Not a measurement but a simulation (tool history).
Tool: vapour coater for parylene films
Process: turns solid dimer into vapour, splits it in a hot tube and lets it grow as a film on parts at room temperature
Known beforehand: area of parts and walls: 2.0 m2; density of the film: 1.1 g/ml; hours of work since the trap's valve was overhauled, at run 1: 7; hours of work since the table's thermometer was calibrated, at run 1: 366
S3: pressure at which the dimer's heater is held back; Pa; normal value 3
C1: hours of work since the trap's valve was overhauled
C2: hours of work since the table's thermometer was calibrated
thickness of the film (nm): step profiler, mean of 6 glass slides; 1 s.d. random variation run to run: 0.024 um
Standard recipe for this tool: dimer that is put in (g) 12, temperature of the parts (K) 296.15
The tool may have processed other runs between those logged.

run 1 hour=0 | dimer_that_is_put_in_(g)=12 temperature_of_the_parts_(K)=296.15 S3=3 | C1=7 C2=366 | thickness_of_the_film_(nm)=4590
run 2 hour=11.4 | dimer_that_is_put_in_(g)=12 temperature_of_the_parts_(K)=296.15 S3=3 | C1=17 C2=376 | thickness_of_the_film_(nm)=4690
run 3 hour=23.6 | dimer_that_is_put_in_(g)=12 temperature_of_the_parts_(K)=296.15 S3=5.1 | C1=28 C2=387 | thickness_of_the_film_(nm)=4260
run 4 hour=31.6 | dimer_that_is_put_in_(g)=10 temperature_of_the_parts_(K)=296.15 S3=3 | C1=34 C2=394 | thickness_of_the_film_(nm)=3910
run 5 hour=45.7 | dimer_that_is_put_in_(g)=10 temperature_of_the_parts_(K)=296.15 S3=3 | C1=47 C2=406 | thickness_of_the_film_(nm)=3850
run 6 hour=55.2 | dimer_that_is_put_in_(g)=12 temperature_of_the_parts_(K)=299.15 S3=3 | C1=55 C2=414 | thickness_of_the_film_(nm)=4180
run 7 hour=65.1 | dimer_that_is_put_in_(g)=12 temperature_of_the_parts_(K)=296.15 S3=3 | C1=63 C2=423 | thickness_of_the_film_(nm)=4630
run 8 hour=76.8 | dimer_that_is_put_in_(g)=12 temperature_of_the_parts_(K)=296.15 S3=5.03 | C1=74 C2=433 | thickness_of_the_film_(nm)=4320
run 9 hour=90.7 | dimer_that_is_put_in_(g)=12 temperature_of_the_parts_(K)=296.15 S3=5.03 | C1=86 C2=445 | thickness_of_the_film_(nm)=4320
run 10 hour=106.1 | dimer_that_is_put_in_(g)=12 temperature_of_the_parts_(K)=296.15 S3=5.03 | C1=99 C2=458 | thickness_of_the_film_(nm)=4320
run 11 hour=121.4 | dimer_that_is_put_in_(g)=12 temperature_of_the_parts_(K)=296.15 S3=5.03 | C1=112 C2=472 | thickness_of_the_film_(nm)=4310
run 12 hour=132.8 | dimer_that_is_put_in_(g)=12 temperature_of_the_parts_(K)=296.15 S3=3 | C1=122 C2=481 | thickness_of_the_film_(nm)=4660
run 13 hour=143.2 | dimer_that_is_put_in_(g)=9 temperature_of_the_parts_(K)=296.15 S3=3 | C1=131 C2=491 | thickness_of_the_film_(nm)=3490
run 14 hour=152.4 | dimer_that_is_put_in_(g)=9 temperature_of_the_parts_(K)=296.15 S3=3 | C1=139 C2=499 | thickness_of_the_film_(nm)=3500
run 15 hour=162.4 | dimer_that_is_put_in_(g)=21 temperature_of_the_parts_(K)=296.15 S3=3 | C1=148 C2=507 | thickness_of_the_film_(nm)=8140
run 16 hour=170 | dimer_that_is_put_in_(g)=21 temperature_of_the_parts_(K)=296.15 S3=3 | C1=154 C2=514 | thickness_of_the_film_(nm)=8140
run 17 hour=188.3 | dimer_that_is_put_in_(g)=21 temperature_of_the_parts_(K)=296.15 S3=3 | C1=170 C2=530 | thickness_of_the_film_(nm)=8080
run 18 hour=203 | dimer_that_is_put_in_(g)=21 temperature_of_the_parts_(K)=296.15 S3=3 | C1=183 C2=542 | thickness_of_the_film_(nm)=8110
run 19 hour=217.7 | dimer_that_is_put_in_(g)=21 temperature_of_the_parts_(K)=296.15 S3=3 | C1=196 C2=555 | thickness_of_the_film_(nm)=8170
run 20 hour=236 | dimer_that_is_put_in_(g)=21 temperature_of_the_parts_(K)=296.15 S3=3 | C1=212 C2=571 | thickness_of_the_film_(nm)=8100
run 21 hour=248.1 | dimer_that_is_put_in_(g)=12 temperature_of_the_parts_(K)=303.15 S3=3 | C1=222 C2=581 | thickness_of_the_film_(nm)=3570
run 22 hour=265.8 | dimer_that_is_put_in_(g)=12 temperature_of_the_parts_(K)=303.15 S3=3 | C1=238 C2=597 | thickness_of_the_film_(nm)=3550
run 23 hour=279.5 | dimer_that_is_put_in_(g)=12 temperature_of_the_parts_(K)=296.15 S3=10.51 | C1=249 C2=609 | thickness_of_the_film_(nm)=3860
run 24 hour=288.8 | dimer_that_is_put_in_(g)=12 temperature_of_the_parts_(K)=296.15 S3=10.51 | C1=257 C2=617 | thickness_of_the_film_(nm)=3870
run 25 hour=302 | dimer_that_is_put_in_(g)=12 temperature_of_the_parts_(K)=296.15 S3=10.51 | C1=269 C2=628 | thickness_of_the_film_(nm)=3880
run 26 hour=318.5 | dimer_that_is_put_in_(g)=7 temperature_of_the_parts_(K)=308.15 S3=3 | C1=283 C2=642 | thickness_of_the_film_(nm)=1740
run 27 hour=334 | dimer_that_is_put_in_(g)=7 temperature_of_the_parts_(K)=304.15 S3=7.85 | C1=297 C2=656 | thickness_of_the_film_(nm)=1740
run 28 hour=351.3 | dimer_that_is_put_in_(g)=7 temperature_of_the_parts_(K)=304.15 S3=7.85 | C1=312 C2=671 | thickness_of_the_film_(nm)=1740
run 29 hour=369.4 | dimer_that_is_put_in_(g)=6 temperature_of_the_parts_(K)=301.15 S3=7.85 | C1=327 C2=687 | thickness_of_the_film_(nm)=1660
run 30 hour=382.5 | dimer_that_is_put_in_(g)=6 temperature_of_the_parts_(K)=301.15 S3=7.85 | C1=339 C2=698 | thickness_of_the_film_(nm)=1670
run 31 hour=399.7 | dimer_that_is_put_in_(g)=10 temperature_of_the_parts_(K)=292.15 S3=11.2 | C1=354 C2=713 | thickness_of_the_film_(nm)=3680
run 32 hour=412.8 | dimer_that_is_put_in_(g)=7 temperature_of_the_parts_(K)=293.15 S3=4.44 | C1=365 C2=724 | thickness_of_the_film_(nm)=2860
run 33 hour=420.5 | dimer_that_is_put_in_(g)=12 temperature_of_the_parts_(K)=296.15 S3=2.03 | C1=372 C2=731 | thickness_of_the_film_(nm)=4950

The next listed run, before its measurement:
run 34 hour=428.8 | dimer_that_is_put_in_(g)=11 temperature_of_the_parts_(K)=304.15 S3=4.32 | C1=379 C2=738 | thickness_of_the_film_(nm)=?

thickness of the film (nm): 2960
The same run, on a tool lacking any hidden state, would have yielded thickness of the film (nm) 2970.
